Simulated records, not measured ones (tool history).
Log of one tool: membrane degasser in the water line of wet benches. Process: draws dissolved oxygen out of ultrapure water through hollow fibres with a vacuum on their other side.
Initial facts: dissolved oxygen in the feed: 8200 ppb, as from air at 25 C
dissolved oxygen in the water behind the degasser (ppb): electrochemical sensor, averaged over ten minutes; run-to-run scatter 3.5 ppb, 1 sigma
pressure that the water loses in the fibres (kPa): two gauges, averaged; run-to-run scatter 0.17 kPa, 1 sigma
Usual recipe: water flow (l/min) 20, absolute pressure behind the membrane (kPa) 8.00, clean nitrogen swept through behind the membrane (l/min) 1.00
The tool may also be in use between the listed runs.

run	hour	water flow (l/min)	absolute pressure behind the membrane (kPa)	clean nitrogen swept through behind the membrane (l/min)	dissolved oxygen in the water behind the degasser (ppb)	pressure that the water loses in the fibres (kPa)
1	0.0	20	8.00	1.00	373.1	31.01
# hour 12.2: vacuum gauge calibrated
2	225.4	20	8.00	1.00	371.8	30.86
3	349.6	28	8.00	1.00	624.3	43.39
# hour 362.0: vacuum gauge calibrated, once more
4	466.0	28	8.00	1.00	595.9	43.38
5	605.3	28	8.00	1.00	611.1	43.70
6	840.6	20	8.00	1.00	363.5	31.18
7	1010.2	20	8.00	1.00	371.8	31.31
8	1119.7	20	8.00	1.00	371.9	30.96
9	1237.6	20	8.00	1.00	371.1	31.36
10	1377.1	20	8.00	1.00	380.9	31.13
11	1552.1	30	5.27	2.17	472.9	46.89
12	1663.8	20	12.45	1.39	454.8	30.97
13	1809.8	20	12.45	1.39	459.7	31.21
14	1934.3	20	5.90	1.39	259.6	31.30
15	2097.6	14	9.58	2.47	151.8	21.63
16	2291.1	16	9.58	2.47	190.4	24.95
17	2480.8	25	9.86	1.00	616.5	39.20
18	2694.9	17	9.86	2.31	232.5	26.93
19	2805.8	15	9.30	1.54	217.4	23.47

Below are 3 alternative next runs, each starting from the tool's condition after run 19. Predict each:
A	2967.8	20	5.57	0.45	?	?
B	2967.8	20	9.30	1.54	?	?
C	2967.8	20	6.54	1.00	?	?

run	dissolved oxygen in the water behind the degasser (ppb)	pressure that the water loses in the fibres (kPa)
A	375.8	31.14
B	347.0	31.14
C	319.1	31.59
With no hidden state in the tool, these same runs would have given:
run	dissolved oxygen in the water behind the degasser (ppb)	pressure that the water loses in the fibres (kPa)
A	340.0	29.69
B	315.2	29.67
C	285.9	30.12
